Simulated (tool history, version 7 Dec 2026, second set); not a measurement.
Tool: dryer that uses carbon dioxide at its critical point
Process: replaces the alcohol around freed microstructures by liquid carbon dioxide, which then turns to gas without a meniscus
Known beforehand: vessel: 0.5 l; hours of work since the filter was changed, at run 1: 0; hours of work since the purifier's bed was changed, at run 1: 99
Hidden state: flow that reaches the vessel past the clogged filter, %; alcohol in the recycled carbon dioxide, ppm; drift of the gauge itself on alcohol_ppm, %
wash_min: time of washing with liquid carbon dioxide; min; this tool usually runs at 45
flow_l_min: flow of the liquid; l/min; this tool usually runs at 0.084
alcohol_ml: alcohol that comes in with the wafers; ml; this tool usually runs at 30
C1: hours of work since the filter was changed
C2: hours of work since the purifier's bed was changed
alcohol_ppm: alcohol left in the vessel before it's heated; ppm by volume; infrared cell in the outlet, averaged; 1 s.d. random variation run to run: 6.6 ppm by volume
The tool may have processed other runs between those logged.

Run 1, day 0: usual settings; C1 0; C2 99. Result: alcohol_ppm 323 ppm by volume.
Run 2, day 1.358: usual settings; C1 23; C2 122. Result: alcohol_ppm 343 ppm by volume.
Run 3, day 2.8: usual settings but wash_min 48 min; C1 48; C2 146. Result: alcohol_ppm 280 ppm by volume.
Run 4, day 3.983: usual settings but wash_min 48 min; C1 68; C2 167. Result: alcohol_ppm 303 ppm by volume.
Run 5, day 5.267: usual settings but wash_min 48 min, flow_l_min 0.0551 l/min; C1 90; C2 188. Result: alcohol_ppm 1953 ppm by volume.
Run 6, day 7.154: usual settings; C1 122; C2 221. Result: alcohol_ppm 470 ppm by volume.
Run 7, day 8.054: usual settings; C1 137; C2 236. Result: alcohol_ppm 477 ppm by volume.
Run 8, day 9.571: usual settings; C1 163; C2 262. Result: alcohol_ppm 535 ppm by volume.
Run 9, day 11.575: usual settings but flow_l_min 0.0915 l/min; C1 197; C2 296. Result: alcohol_ppm 405 ppm by volume.
At day 12.112: inlet filter changed.
Run 10, day 13.483: usual settings but flow_l_min 0.0915 l/min; C1 23; C2 328. Result: alcohol_ppm 265 ppm by volume.
Run 11, day 14.946: usual settings; C1 48; C2 353. Result: alcohol_ppm 412 ppm by volume.
Run 12, day 16.867: usual settings; C1 81; C2 385. Result: alcohol_ppm 453 ppm by volume.
Run 13, day 18.25: usual settings; C1 105; C2 409. Result: alcohol_ppm 492 ppm by volume.
Run 14, day 19.392: usual settings but wash_min 63 min; C1 124; C2 428. Result: alcohol_ppm 155 ppm by volume.
Run 15, day 21.362: usual settings but wash_min 63 min; C1 158; C2 462. Result: alcohol_ppm 177 ppm by volume.
Run 16, day 23.362: usual settings but wash_min 63 min; C1 192; C2 496. Result: alcohol_ppm 179 ppm by volume.
At day 24.279: inlet filter changed.
Run 17, day 25.388: usual settings but wash_min 63 min; C1 19; C2 530. Result: alcohol_ppm 149 ppm by volume.
Run 18, day 26.242: usual settings but wash_min 63 min; C1 33; C2 544. Result: alcohol_ppm 161 ppm by volume.
Run 19, day 27.283: usual settings but wash_min 63 min; C1 51; C2 562. Result: alcohol_ppm 175 ppm by volume.
Run 20, day 28.954: usual settings but wash_min 63 min; C1 80; C2 590. Result: alcohol_ppm 185 ppm by volume.
Run 21, day 30.479: usual settings but wash_min 63 min; C1 106; C2 616. Result: alcohol_ppm 202 ppm by volume.
Run 22, day 31.992: usual settings but wash_min 63 min; C1 131; C2 642. Result: alcohol_ppm 193 ppm by volume.
Run 23, day 33.571: usual settings but wash_min 63 min; C1 158; C2 669. Result: alcohol_ppm 221 ppm by volume.
Run 24, day 35.188: usual settings but wash_min 63 min; C1 186; C2 697. Result: alcohol_ppm 244 ppm by volume.
At day 36.438: inlet filter changed.
Run 25, day 36.562: usual settings but flow_l_min 0.1206 l/min; C1 2; C2 719. Result: alcohol_ppm 181 ppm by volume.
Run 26, day 37.567: usual settings but flow_l_min 0.1206 l/min; C1 19; C2 737. Result: alcohol_ppm 183 ppm by volume.
Run 27, day 39.379: usual settings but wash_min 37 min, flow_l_min 0.0715 l/min, alcohol_ml 71 ml; C1 50; C2 767. Result: alcohol_ppm 4090 ppm by volume.
Run 28, day 40.862: usual settings but wash_min 30 min, flow_l_min 0.0715 l/min, alcohol_ml 26 ml; C1 75; C2 793. Result: alcohol_ppm 3064 ppm by volume.
Run 29, day 42.675: usual settings but wash_min 51 min, flow_l_min 0.0715 l/min, alcohol_ml 65 ml; C1 106; C2 824. Result: alcohol_ppm 1257 ppm by volume.
Run 30, day 44.279: usual settings but flow_l_min 0.1187 l/min; C1 134; C2 851. Result: alcohol_ppm 239 ppm by volume.
Run 31, day 45.688: usual settings but wash_min 52 min, alcohol_ml 22 ml; C1 158; C2 875. Result: alcohol_ppm 354 ppm by volume.
Run 32, day 46.8: usual settings but wash_min 35 min, alcohol_ml 31 ml; C1 177; C2 894. Result: alcohol_ppm 1670 ppm by volume.
Run 33, day 48.2: usual settings but wash_min 39 min, flow_l_min 0.1017 l/min, alcohol_ml 25 ml; C1 200; C2 918. Result: alcohol_ppm 515 ppm by volume.
At day 48.55: inlet filter changed.
Run 34, day 49.392: usual settings but wash_min 39 min, flow_l_min 0.1017 l/min, alcohol_ml 25 ml; C1 14; C2 937. Result: alcohol_ppm 377 ppm by volume.
Run 35, day 50.858: usual settings but wash_min 48 min, flow_l_min 0.0819 l/min; C1 39; C2 962. Result: alcohol_ppm 476 ppm by volume.
Run 36, day 51.9: usual settings but alcohol_ml 116 ml; C1 57; C2 980. Result: alcohol_ppm 1518 ppm by volume.
Run 37, day 53.667: usual settings but wash_min 39 min, flow_l_min 0.0966 l/min, alcohol_ml 36 ml; C1 87; C2 1010. Result: alcohol_ppm 651 ppm by volume.
At day 54.092: purifier's bed changed.
Run 38, day 55.467: usual settings but wash_min 55 min, flow_l_min 0.0733 l/min, alcohol_ml 24 ml; C1 116; C2 23. Result: alcohol_ppm 243 ppm by volume.
Run 39, day 56.392: usual settings but wash_min 53 min, flow_l_min 0.0628 l/min; C1 131; C2 39. Result: alcohol_ppm 836 ppm by volume.
Run 40, day 58.079: usual settings but wash_min 37 min, flow_l_min 0.1224 l/min, alcohol_ml 32 ml; C1 160; C2 68. Result: alcohol_ppm 174 ppm by volume.
Run 41, day 59.429: usual settings but wash_min 37 min, flow_l_min 0.1224 l/min, alcohol_ml 32 ml; C1 183; C2 91. Result: alcohol_ppm 203 ppm by volume.
At day 60.796: inlet filter changed.
Run 42, day 61.204: usual settings but wash_min 37 min, flow_l_min 0.1224 l/min, alcohol_ml 32 ml; C1 7; C2 120. Result: alcohol_ppm 129 ppm by volume.
Run 43, day 63.175: usual settings but wash_min 64 min, flow_l_min 0.0548 l/min, alcohol_ml 106 ml; C1 41; C2 154. Result: alcohol_ppm 2005 ppm by volume.
Run 44, day 64.954: usual settings but wash_min 64 min, flow_l_min 0.0644 l/min, alcohol_ml 110 ml; C1 71; C2 184. Result: alcohol_ppm 962 ppm by volume.
Run 45, day 66.238: usual settings but wash_min 59 min, alcohol_ml 82 ml; C1 93; C2 206. Result: alcohol_ppm 264 ppm by volume.
Run 46, day 67.379: usual settings but wash_min 31 min, flow_l_min 0.1136 l/min, alcohol_ml 44 ml; C1 112; C2 226. Result: alcohol_ppm 787 ppm by volume.

What if the next run were any one of these 5? Each begins from the tool's condition after run 46:
Run A, day 69.262: usual settings but wash_min 43 min, flow_l_min 0.117 l/min, alcohol_ml 102 ml; C1 144; C2 258. Result: alcohol_ppm ?.
Run B, day 69.262: usual settings but flow_l_min 0.1298 l/min, alcohol_ml 111 ml; C1 144; C2 258. Result: alcohol_ppm ?.
Run C, day 69.262: usual settings but wash_min 31 min, flow_l_min 0.0828 l/min, alcohol_ml 44 ml; C1 144; C2 258. Result: alcohol_ppm ?.
Run D, day 69.262: usual settings but wash_min 55 min, flow_l_min 0.0863 l/min, alcohol_ml 28 ml; C1 144; C2 258. Result: alcohol_ppm ?.
Run E, day 69.262: usual settings but wash_min 62 min, flow_l_min 0.0666 l/min; C1 144; C2 258. Result: alcohol_ppm ?.

run  alcohol_ppm
  A          312
  B          143
  C         3180
  D          180
  E          359
Without the tool's hidden state the same runs would have given:
run  alcohol_ppm
  A          151
  B           47
  C         2365
  D           76
  E          196
